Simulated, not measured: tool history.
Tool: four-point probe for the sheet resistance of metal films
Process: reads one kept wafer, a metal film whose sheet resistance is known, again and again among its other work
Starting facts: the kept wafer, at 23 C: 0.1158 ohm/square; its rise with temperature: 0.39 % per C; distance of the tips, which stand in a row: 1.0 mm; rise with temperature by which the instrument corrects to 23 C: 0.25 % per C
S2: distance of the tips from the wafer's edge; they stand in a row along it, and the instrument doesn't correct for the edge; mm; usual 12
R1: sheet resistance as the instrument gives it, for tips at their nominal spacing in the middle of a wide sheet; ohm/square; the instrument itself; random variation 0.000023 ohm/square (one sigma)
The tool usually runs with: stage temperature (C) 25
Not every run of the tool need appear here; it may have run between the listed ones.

Run 1, day 0.000: usual settings. Result: R1 0.118915 ohm/square.
Run 2, day 0.704: usual settings. Result: R1 0.118924 ohm/square.
Run 3, day 1.642: usual settings. Result: R1 0.118884 ohm/square.
Run 4, day 2.246: usual settings. Result: R1 0.118935 ohm/square.
At day 3.133: new probe head fitted.
Run 5, day 3.150: usual settings. Result: R1 0.116342 ohm/square.
Run 6, day 4.188: usual settings but S2 13 mm. Result: R1 0.116274 ohm/square.
Run 7, day 5.371: usual settings but S2 13 mm. Result: R1 0.116306 ohm/square.

For run 8, what comes out?
Run 8, day 6.304: usual settings but S2 13 mm. Result: R1 ?.

R1: 0.116337 ohm/square
The same run, on a tool lacking any hidden state, would have yielded R1 0.116493 ohm/square.

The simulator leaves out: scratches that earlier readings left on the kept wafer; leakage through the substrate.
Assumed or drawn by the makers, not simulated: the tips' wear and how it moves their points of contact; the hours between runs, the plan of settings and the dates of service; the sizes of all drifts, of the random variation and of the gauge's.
